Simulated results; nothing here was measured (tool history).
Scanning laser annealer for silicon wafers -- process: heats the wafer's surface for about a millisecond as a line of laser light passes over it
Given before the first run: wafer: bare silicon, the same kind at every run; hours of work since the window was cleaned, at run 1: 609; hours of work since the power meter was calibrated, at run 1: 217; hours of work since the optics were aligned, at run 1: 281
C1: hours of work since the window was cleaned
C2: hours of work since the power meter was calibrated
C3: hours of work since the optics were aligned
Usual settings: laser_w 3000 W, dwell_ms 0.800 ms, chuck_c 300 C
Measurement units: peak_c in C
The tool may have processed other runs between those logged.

{"run": 1, "hour": 0.0, "laser_w": 3000, "dwell_ms": 0.8, "chuck_c": 300, "C1": 609, "C2": 217, "C3": 281, "peak_c": 1005}
{"run": 2, "hour": 19.6, "laser_w": 3000, "dwell_ms": 0.8, "chuck_c": 300, "C1": 621, "C2": 229, "C3": 293, "peak_c": 1004}
{"run": 3, "hour": 41.0, "laser_w": 3000, "dwell_ms": 0.8, "chuck_c": 300, "C1": 634, "C2": 243, "C3": 307, "peak_c": 1004}
{"run": 4, "hour": 65.6, "laser_w": 3000, "dwell_ms": 0.8, "chuck_c": 300, "C1": 649, "C2": 258, "C3": 322, "peak_c": 1004}
{"run": 5, "hour": 96.1, "laser_w": 3000, "dwell_ms": 0.8, "chuck_c": 300, "C1": 668, "C2": 276, "C3": 340, "peak_c": 1000}
{"run": 6, "hour": 121.3, "laser_w": 3000, "dwell_ms": 0.8, "chuck_c": 300, "C1": 683, "C2": 292, "C3": 356, "peak_c": 1003}
{"run": 7, "hour": 138.4, "laser_w": 3000, "dwell_ms": 0.8, "chuck_c": 279, "C1": 694, "C2": 302, "C3": 366, "peak_c": 981}
{"run": 8, "hour": 175.1, "laser_w": 3000, "dwell_ms": 0.998, "chuck_c": 279, "C1": 716, "C2": 325, "C3": 389, "peak_c": 1057}
{"hour": 179.8, "done": "window over the wafer cleaned"}
{"run": 9, "hour": 198.1, "laser_w": 3000, "dwell_ms": 0.998, "chuck_c": 279, "C1": 11, "C2": 338, "C3": 402, "peak_c": 1094}
{"run": 10, "hour": 232.5, "laser_w": 3000, "dwell_ms": 0.998, "chuck_c": 279, "C1": 32, "C2": 359, "C3": 423, "peak_c": 1093}
{"run": 11, "hour": 264.9, "laser_w": 3000, "dwell_ms": 0.998, "chuck_c": 279, "C1": 52, "C2": 379, "C3": 443, "peak_c": 1087}
{"run": 12, "hour": 289.2, "laser_w": 3000, "dwell_ms": 0.998, "chuck_c": 279, "C1": 67, "C2": 394, "C3": 458, "peak_c": 1091}
{"run": 13, "hour": 325.8, "laser_w": 3000, "dwell_ms": 0.998, "chuck_c": 279, "C1": 90, "C2": 416, "C3": 480, "peak_c": 1088}
{"run": 14, "hour": 360.6, "laser_w": 3000, "dwell_ms": 0.8, "chuck_c": 300, "C1": 111, "C2": 438, "C3": 502, "peak_c": 1025}
{"run": 15, "hour": 389.3, "laser_w": 3000, "dwell_ms": 0.706, "chuck_c": 300, "C1": 129, "C2": 455, "C3": 519, "peak_c": 979}
{"run": 16, "hour": 421.7, "laser_w": 3000, "dwell_ms": 0.706, "chuck_c": 300, "C1": 149, "C2": 475, "C3": 539, "peak_c": 980}
{"run": 17, "hour": 449.4, "laser_w": 3000, "dwell_ms": 0.8, "chuck_c": 318, "C1": 166, "C2": 492, "C3": 556, "peak_c": 1039}
{"run": 18, "hour": 466.9, "laser_w": 3000, "dwell_ms": 0.8, "chuck_c": 318, "C1": 176, "C2": 503, "C3": 567, "peak_c": 1038}
{"run": 19, "hour": 499.0, "laser_w": 3000, "dwell_ms": 0.931, "chuck_c": 300, "C1": 196, "C2": 523, "C3": 587, "peak_c": 1075}
{"run": 20, "hour": 528.2, "laser_w": 3000, "dwell_ms": 0.931, "chuck_c": 300, "C1": 214, "C2": 541, "C3": 605, "peak_c": 1074}
{"run": 21, "hour": 559.2, "laser_w": 3000, "dwell_ms": 0.931, "chuck_c": 300, "C1": 233, "C2": 560, "C3": 624, "peak_c": 1073}
{"run": 22, "hour": 579.4, "laser_w": 3000, "dwell_ms": 0.931, "chuck_c": 300, "C1": 246, "C2": 572, "C3": 636, "peak_c": 1073}
{"run": 23, "hour": 617.5, "laser_w": 3136, "dwell_ms": 0.8, "chuck_c": 300, "C1": 269, "C2": 596, "C3": 660, "peak_c": 1048}
{"run": 24, "hour": 634.1, "laser_w": 3136, "dwell_ms": 0.8, "chuck_c": 337, "C1": 279, "C2": 606, "C3": 670, "peak_c": 1086}
{"run": 25, "hour": 665.0, "laser_w": 3136, "dwell_ms": 0.821, "chuck_c": 297, "C1": 298, "C2": 625, "C3": 689, "peak_c": 1054}
{"run": 26, "hour": 690.1, "laser_w": 2587, "dwell_ms": 0.598, "chuck_c": 297, "C1": 314, "C2": 640, "C3": 704, "peak_c": 827}
{"run": 27, "hour": 712.8, "laser_w": 2673, "dwell_ms": 0.946, "chuck_c": 262, "C1": 328, "C2": 654, "C3": 718, "peak_c": 951}
{"run": 28, "hour": 739.6, "laser_w": 2551, "dwell_ms": 0.569, "chuck_c": 275, "C1": 344, "C2": 671, "C3": 735, "peak_c": 785}
{"run": 29, "hour": 758.5, "laser_w": 2551, "dwell_ms": 0.569, "chuck_c": 275, "C1": 356, "C2": 682, "C3": 746, "peak_c": 784}
{"run": 30, "hour": 788.8, "laser_w": 2865, "dwell_ms": 0.768, "chuck_c": 325, "C1": 374, "C2": 701, "C3": 765, "peak_c": 989}
{"run": 31, "hour": 811.3, "laser_w": 2592, "dwell_ms": 0.838, "chuck_c": 291, "C1": 388, "C2": 715, "C3": 779, "peak_c": 917}
{"run": 32, "hour": 847.8, "laser_w": 3000, "dwell_ms": 0.841, "chuck_c": 300, "C1": 410, "C2": 737, "C3": 801, "peak_c": 1024}
{"run": 33, "hour": 876.6, "laser_w": 3000, "dwell_ms": 0.569, "chuck_c": 300, "C1": 428, "C2": 755, "C3": 819, "peak_c": 894}
{"run": 34, "hour": 904.1, "laser_w": 3000, "dwell_ms": 0.569, "chuck_c": 300, "C1": 445, "C2": 772, "C3": 836, "peak_c": 895}
{"run": 35, "hour": 925.5, "laser_w": 3000, "dwell_ms": 0.806, "chuck_c": 283, "C1": 458, "C2": 785, "C3": 849, "peak_c": 988}
{"run": 36, "hour": 949.9, "laser_w": 2706, "dwell_ms": 0.646, "chuck_c": 283, "C1": 473, "C2": 800, "C3": 864, "peak_c": 850}
{"run": 37, "hour": 966.1, "laser_w": 2706, "dwell_ms": 0.566, "chuck_c": 283, "C1": 483, "C2": 810, "C3": 874, "peak_c": 817}
{"run": 38, "hour": 988.4, "laser_w": 2787, "dwell_ms": 0.734, "chuck_c": 332, "C1": 497, "C2": 824, "C3": 888, "peak_c": 955}
{"run": 39, "hour": 1027.2, "laser_w": 3000, "dwell_ms": 0.71, "chuck_c": 305, "C1": 521, "C2": 847, "C3": 911, "peak_c": 966}
{"run": 40, "hour": 1046.0, "laser_w": 3145, "dwell_ms": 0.71, "chuck_c": 336, "C1": 532, "C2": 859, "C3": 923, "peak_c": 1025}

Difference, measured minus no-hidden-state, one row per run. Run-to-run variation is common to both terms; the gauge's own scatter need not be:
Unlogged tool condition in this case: light that passes the window, % of a clean one's; laser's true power over the reading, %; width of the line over the set one, %; drift of the gauge itself on peak_c, C.
run=1 peak_c=-30
run=2 peak_c=-32
run=3 peak_c=-32
run=4 peak_c=-33
run=5 peak_c=-35
run=6 peak_c=-35
run=7 peak_c=-36
run=8 peak_c=-41
run=9 peak_c=-7
run=10 peak_c=-8
run=11 peak_c=-9
run=12 peak_c=-10
run=13 peak_c=-12
run=14 peak_c=-11
run=15 peak_c=-12
run=16 peak_c=-13
run=17 peak_c=-15
run=18 peak_c=-16
run=19 peak_c=-18
run=20 peak_c=-19
run=21 peak_c=-20
run=22 peak_c=-21
run=23 peak_c=-22
run=24 peak_c=-23
run=25 peak_c=-25
run=26 peak_c=-18
run=27 peak_c=-24
run=28 peak_c=-19
run=29 peak_c=-19
run=30 peak_c=-26
run=31 peak_c=-26
run=32 peak_c=-30
run=33 peak_c=-26
run=34 peak_c=-27
run=35 peak_c=-33
run=36 peak_c=-27
run=37 peak_c=-26
run=38 peak_c=-31
run=39 peak_c=-35
run=40 peak_c=-37
